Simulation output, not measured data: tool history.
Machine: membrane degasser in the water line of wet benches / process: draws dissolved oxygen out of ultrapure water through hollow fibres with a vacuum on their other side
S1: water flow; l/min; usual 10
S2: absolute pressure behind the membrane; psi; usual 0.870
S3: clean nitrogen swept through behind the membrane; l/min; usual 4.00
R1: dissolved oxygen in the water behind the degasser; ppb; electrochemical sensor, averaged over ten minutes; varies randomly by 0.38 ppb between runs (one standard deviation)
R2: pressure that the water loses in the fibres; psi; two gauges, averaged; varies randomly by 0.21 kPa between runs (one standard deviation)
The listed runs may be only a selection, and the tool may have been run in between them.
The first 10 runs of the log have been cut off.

Run 11, day 29.729: usual settings. Result: R1 23.5 ppb, R2 7.014 psi.
Run 12, day 31.721: usual settings. Result: R1 23.7 ppb, R2 7.023 psi.
Run 13, day 36.129: usual settings. Result: R1 23.6 ppb, R2 7.039 psi.
Run 14, day 38.475: usual settings but S2 1.108 psi. Result: R1 33.5 ppb, R2 6.989 psi.
Run 15, day 40.546: usual settings but S3 8.18 l/min. Result: R1 14.8 ppb, R2 7.036 psi.
Run 16, day 44.021: usual settings but S3 8.18 l/min. Result: R1 14.1 ppb, R2 7.001 psi.
Run 17, day 46.246: usual settings but S1 6 l/min, S2 2.091 psi, S3 2.29 l/min. Result: R1 73.5 ppb, R2 4.187 psi.
Run 18, day 49.533: usual settings but S1 9 l/min, S2 0.970 psi, S3 4.43 l/min. Result: R1 21.5 ppb, R2 6.348 psi.
Run 19, day 52.808: usual settings but S3 4.98 l/min. Result: R1 20.4 ppb, R2 6.994 psi.
Run 20, day 55.388: usual settings but S1 6 l/min, S2 0.706 psi, S3 9.22 l/min. Result: R1 4.3 ppb, R2 4.215 psi.
Run 21, day 59.283: usual settings but S1 7 l/min, S2 0.795 psi, S3 4.84 l/min. Result: R1 9.4 ppb, R2 4.904 psi.
Run 22, day 61.158: usual settings but S1 7 l/min, S2 0.795 psi, S3 4.84 l/min. Result: R1 9.3 ppb, R2 4.904 psi.
Run 23, day 64.604: usual settings but S2 0.573 psi, S3 6.24 l/min. Result: R1 9.3 ppb, R2 7.002 psi.
Run 24, day 68.779: usual settings but S1 7 l/min, S2 1.452 psi, S3 1.93 l/min. Result: R1 62.2 ppb, R2 4.947 psi.
Run 25, day 71.158: usual settings but S2 1.533 psi, S3 2.63 l/min. Result: R1 73.3 ppb, R2 6.978 psi.
Run 26, day 74.254: usual settings but S1 8 l/min, S3 4.02 l/min. Result: R1 16.4 ppb, R2 5.616 psi.
Run 27, day 77.117: usual settings but S1 11 l/min. Result: R1 28.2 ppb, R2 7.749 psi.
Run 28, day 79.800: usual settings but S1 11 l/min. Result: R1 28.4 ppb, R2 7.704 psi.
Run 29, day 82.683: usual settings but S1 15 l/min, S2 1.868 psi, S3 1.62 l/min. Result: R1 231.6 ppb, R2 10.501 psi.
Run 30, day 86.558: usual settings but S1 7 l/min, S2 1.951 psi, S3 9.92 l/min. Result: R1 19.9 ppb, R2 4.881 psi.

Run 31 comes next. What will it give?
Run 31, day 88.521: usual settings but S1 7 l/min, S2 1.951 psi, S3 9.92 l/min. Result: R1 ?, R2 ?.

R1: 19.7 ppb
R2: 4.882 psi
Minus the tool's unlogged condition, the same run would have read R1 19.7 ppb, R2 4.876 psi.

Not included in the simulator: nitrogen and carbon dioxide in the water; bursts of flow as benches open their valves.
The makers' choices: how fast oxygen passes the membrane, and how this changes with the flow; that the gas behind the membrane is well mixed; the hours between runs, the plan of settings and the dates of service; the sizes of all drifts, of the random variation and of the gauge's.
